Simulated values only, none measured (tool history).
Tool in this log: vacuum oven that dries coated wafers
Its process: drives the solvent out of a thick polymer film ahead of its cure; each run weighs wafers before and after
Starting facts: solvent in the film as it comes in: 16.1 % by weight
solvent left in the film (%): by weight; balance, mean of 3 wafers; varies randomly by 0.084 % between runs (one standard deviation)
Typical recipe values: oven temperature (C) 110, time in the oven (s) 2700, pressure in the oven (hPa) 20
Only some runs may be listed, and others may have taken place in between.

Run 1, hour 0: usual settings. Result: solvent left in the film (%) 7.06.
Run 2, hour 26.1: usual settings. Result: solvent left in the film (%) 7.06.
Run 3, hour 61.1: usual settings but oven temperature (C) 98. Result: solvent left in the film (%) 10.61.
Run 4, hour 108: usual settings but oven temperature (C) 98. Result: solvent left in the film (%) 10.55.
Run 5, hour 144.1: usual settings but oven temperature (C) 98. Result: solvent left in the film (%) 10.33.
Run 6, hour 168.1: usual settings but oven temperature (C) 98. Result: solvent left in the film (%) 10.37.
Run 7, hour 211.3: usual settings but oven temperature (C) 98. Result: solvent left in the film (%) 10.46.
Run 8, hour 235.9: usual settings but oven temperature (C) 98. Result: solvent left in the film (%) 10.6.
Run 9, hour 262.5: usual settings but oven temperature (C) 98. Result: solvent left in the film (%) 10.53.
Run 10, hour 286.2: usual settings but oven temperature (C) 98. Result: solvent left in the film (%) 10.68.
Run 11, hour 329.4: usual settings but oven temperature (C) 98. Result: solvent left in the film (%) 10.53.
Run 12, hour 372.1: usual settings but time in the oven (s) 1440. Result: solvent left in the film (%) 9.49.
Run 13, hour 396.3: usual settings. Result: solvent left in the film (%) 7.21.
Run 14, hour 444.8: usual settings but pressure in the oven (hPa) 33.3. Result: solvent left in the film (%) 8.84.
Run 15, hour 468.8: usual settings. Result: solvent left in the film (%) 7.07.
Run 16, hour 495.6: usual settings. Result: solvent left in the film (%) 6.97.
Run 17, hour 527.8: usual settings. Result: solvent left in the film (%) 6.98.
Run 18, hour 562.6: usual settings but oven temperature (C) 122. Result: solvent left in the film (%) 4.52.
Run 19, hour 588.7: usual settings but oven temperature (C) 122. Result: solvent left in the film (%) 4.35.
Run 20, hour 616.8: usual settings but oven temperature (C) 122. Result: solvent left in the film (%) 4.49.
Run 21, hour 659.4: usual settings. Result: solvent left in the film (%) 6.93.
Run 22, hour 697.2: usual settings. Result: solvent left in the film (%) 7.05.
Run 23, hour 736.9: usual settings. Result: solvent left in the film (%) 7.17.
Run 24, hour 772.6: usual settings but oven temperature (C) 114. Result: solvent left in the film (%) 6.02.
Run 25, hour 811.8: usual settings but oven temperature (C) 114. Result: solvent left in the film (%) 6.32.
Run 26, hour 838.5: usual settings but oven temperature (C) 96, time in the oven (s) 2580. Result: solvent left in the film (%) 11.14.
Run 27, hour 870.5: usual settings but oven temperature (C) 112, time in the oven (s) 2580, pressure in the oven (hPa) 69.7. Result: solvent left in the film (%) 13.99.
Run 28, hour 895.5: usual settings but oven temperature (C) 112, time in the oven (s) 2580, pressure in the oven (hPa) 69.7. Result: solvent left in the film (%) 13.89.
Run 29, hour 926.2: usual settings but oven temperature (C) 98, time in the oven (s) 2580, pressure in the oven (hPa) 31.7. Result: solvent left in the film (%) 12.46.
Run 30, hour 950.7: usual settings but oven temperature (C) 98, time in the oven (s) 2580, pressure in the oven (hPa) 31.7. Result: solvent left in the film (%) 12.74.
Run 31, hour 982.4: usual settings but oven temperature (C) 98, time in the oven (s) 2580, pressure in the oven (hPa) 31.7. Result: solvent left in the film (%) 12.78.
Run 32, hour 1016.4: usual settings but oven temperature (C) 98, time in the oven (s) 2580, pressure in the oven (hPa) 31.7. Result: solvent left in the film (%) 12.71.
Run 33, hour 1044.5: usual settings but oven temperature (C) 101, time in the oven (s) 2220, pressure in the oven (hPa) 52.7. Result: solvent left in the film (%) 15.66.
Run 34, hour 1089.8: usual settings but oven temperature (C) 115, time in the oven (s) 3840. Result: solvent left in the film (%) 5.11.
Run 35, hour 1119.1: usual settings but oven temperature (C) 108, time in the oven (s) 1380, pressure in the oven (hPa) 18.3. Result: solvent left in the film (%) 9.79.
Run 36, hour 1162.8: usual settings but oven temperature (C) 108, time in the oven (s) 1380, pressure in the oven (hPa) 18.3. Result: solvent left in the film (%) 9.75.
Run 37, hour 1204.4: usual settings but oven temperature (C) 99, time in the oven (s) 1380, pressure in the oven (hPa) 58.7. Result: solvent left in the film (%) 15.75.
Run 38, hour 1250.9: usual settings but oven temperature (C) 123, time in the oven (s) 1620, pressure in the oven (hPa) 17.5. Result: solvent left in the film (%) 5.52.
Run 39, hour 1290.5: usual settings but oven temperature (C) 96. Result: solvent left in the film (%) 10.33.
Run 40, hour 1327.7: usual settings but pressure in the oven (hPa) 23.2. Result: solvent left in the film (%) 7.32.
Run 41, hour 1366: usual settings but time in the oven (s) 2280, pressure in the oven (hPa) 19.5. Result: solvent left in the film (%) 7.36.
Run 42, hour 1406.1: usual settings but time in the oven (s) 2160, pressure in the oven (hPa) 20.3. Result: solvent left in the film (%) 7.65.
Run 43, hour 1431.4: usual settings but oven temperature (C) 106, time in the oven (s) 2160, pressure in the oven (hPa) 48.4. Result: solvent left in the film (%) 12.89.
Run 44, hour 1471.9: usual settings but oven temperature (C) 106, time in the oven (s) 2160, pressure in the oven (hPa) 48.4. Result: solvent left in the film (%) 12.87.
Run 45, hour 1504.2: usual settings but oven temperature (C) 122, time in the oven (s) 2880, pressure in the oven (hPa) 76.1. Result: solvent left in the film (%) 10.89.
Run 46, hour 1545.3: usual settings but oven temperature (C) 123, time in the oven (s) 1980, pressure in the oven (hPa) 12.6. Result: solvent left in the film (%) 4.31.
Run 47, hour 1587.1: usual settings but oven temperature (C) 118, time in the oven (s) 3900, pressure in the oven (hPa) 48.2. Result: solvent left in the film (%) 7.95.

Not shown: 3 entries that the log had between the listed runs. Between which runs, and how does the tool's hidden state differ before and after?
Run 13 -> run 14: oven's thermocouples calibrated (hour 428.6)
  true wafer temperature over the reading, C: -1.21 -> 0.12; true pressure over the reading, kPa: 0.232 -> 0.239
  the result without the hidden state subtracted from the measured one, solvent left in the film (%): +0.65 -> +0.32
Run 32 -> run 33: vacuum gauge cleaned of residue and calibrated (hour 1021.8)
  true wafer temperature over the reading, C: -0.17 -> -0.19; true pressure over the reading, kPa: 0.321 -> 0.372
  the result without the hidden state subtracted from the measured one, solvent left in the film (%): +0.64 -> +0.67
Run 36 -> run 37: vacuum gauge cleaned of residue and calibrated, once more (hour 1176.4)
  true wafer temperature over the reading, C: -0.25 -> -0.27; true pressure over the reading, kPa: 0.389 -> -0.004
  the result without the hidden state subtracted from the measured one, solvent left in the film (%): +0.51 -> +0
